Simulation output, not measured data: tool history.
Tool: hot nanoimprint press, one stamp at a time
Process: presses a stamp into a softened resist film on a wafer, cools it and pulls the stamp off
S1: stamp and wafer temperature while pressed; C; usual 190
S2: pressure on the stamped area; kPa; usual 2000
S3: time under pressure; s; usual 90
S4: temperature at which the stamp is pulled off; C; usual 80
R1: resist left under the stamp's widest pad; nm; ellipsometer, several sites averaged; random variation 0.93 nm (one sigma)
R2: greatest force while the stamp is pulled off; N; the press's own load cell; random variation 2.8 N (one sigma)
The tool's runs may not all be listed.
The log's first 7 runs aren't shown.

{"run": 8, "hour": 58.8, "S1": 190, "S2": 2000, "S3": 46, "S4": 80, "R1": 163.8, "R2": 127}
{"run": 9, "hour": 66.6, "S1": 190, "S2": 2000, "S3": 90, "S4": 80, "R1": 131.3, "R2": 127}
{"run": 10, "hour": 72.5, "S1": 190, "S2": 2000, "S3": 90, "S4": 80, "R1": 130.9, "R2": 129}
{"run": 11, "hour": 82.2, "S1": 190, "S2": 2000, "S3": 90, "S4": 80, "R1": 130.2, "R2": 128}
{"run": 12, "hour": 89.2, "S1": 190, "S2": 2000, "S3": 90, "S4": 80, "R1": 132.8, "R2": 126}
{"run": 13, "hour": 95.5, "S1": 190, "S2": 2000, "S3": 90, "S4": 72, "R1": 132, "R2": 133}
{"run": 14, "hour": 104.4, "S1": 190, "S2": 2000, "S3": 90, "S4": 72, "R1": 130.8, "R2": 141}
{"run": 15, "hour": 109.1, "S1": 190, "S2": 2000, "S3": 90, "S4": 80, "R1": 130.9, "R2": 125}
{"run": 16, "hour": 114.8, "S1": 195, "S2": 2580, "S3": 59, "S4": 74, "R1": 108.3, "R2": 137}
{"run": 17, "hour": 123.0, "S1": 190, "S2": 2850, "S3": 75, "S4": 86, "R1": 113.4, "R2": 120}
{"run": 18, "hour": 130.6, "S1": 180, "S2": 1640, "S3": 75, "S4": 86, "R1": 216.8, "R2": 120}
{"run": 19, "hour": 135.1, "S1": 196, "S2": 1260, "S3": 104, "S4": 78, "R1": 129.9, "R2": 134}
{"run": 20, "hour": 141.5, "S1": 186, "S2": 2350, "S3": 90, "S4": 66, "R1": 139.9, "R2": 143}
{"run": 21, "hour": 146.4, "S1": 186, "S2": 2350, "S3": 90, "S4": 66, "R1": 144.5, "R2": 141}
{"run": 22, "hour": 150.8, "S1": 197, "S2": 1310, "S3": 90, "S4": 74, "R1": 126.9, "R2": 137}
{"run": 23, "hour": 159.5, "S1": 197, "S2": 2990, "S3": 79, "S4": 85, "R1": 82.5, "R2": 125}
{"run": 24, "hour": 166.0, "S1": 197, "S2": 2990, "S3": 79, "S4": 85, "R1": 81.5, "R2": 125}
{"run": 25, "hour": 170.8, "S1": 197, "S2": 2990, "S3": 79, "S4": 85, "R1": 82.2, "R2": 122}
{"run": 26, "hour": 178.1, "S1": 195, "S2": 2990, "S3": 79, "S4": 85, "R1": 89.3, "R2": 120}
{"run": 27, "hour": 182.8, "S1": 190, "S2": 2000, "S3": 81, "S4": 80, "R1": 136.7, "R2": 134}
{"run": 28, "hour": 190.8, "S1": 190, "S2": 2000, "S3": 90, "S4": 85, "R1": 132.1, "R2": 123}
{"run": 29, "hour": 200.7, "S1": 190, "S2": 2000, "S3": 90, "S4": 85, "R1": 131.8, "R2": 119}
{"run": 30, "hour": 206.7, "S1": 196, "S2": 2000, "S3": 90, "S4": 88, "R1": 104.1, "R2": 119}

3 ways to go on from here, each from the tool as it stands after run 30. What would each give?
{"run": "A", "hour": 213.4, "S1": 196, "S2": 2000, "S3": 83, "S4": 88, "R1": "?", "R2": "?"}
{"run": "B", "hour": 213.4, "S1": 189, "S2": 2020, "S3": 114, "S4": 88, "R1": "?", "R2": "?"}
{"run": "C", "hour": 213.4, "S1": 196, "S2": 2530, "S3": 91, "S4": 88, "R1": "?", "R2": "?"}

run=A R1=106.1 R2=117
run=B R1=125 R2=119
run=C R1=90.9 R2=120
Without the tool's hidden state the same runs would have given:
run=A R1=106.1 R2=117
run=B R1=124.9 R2=119
run=C R1=90.8 R2=120
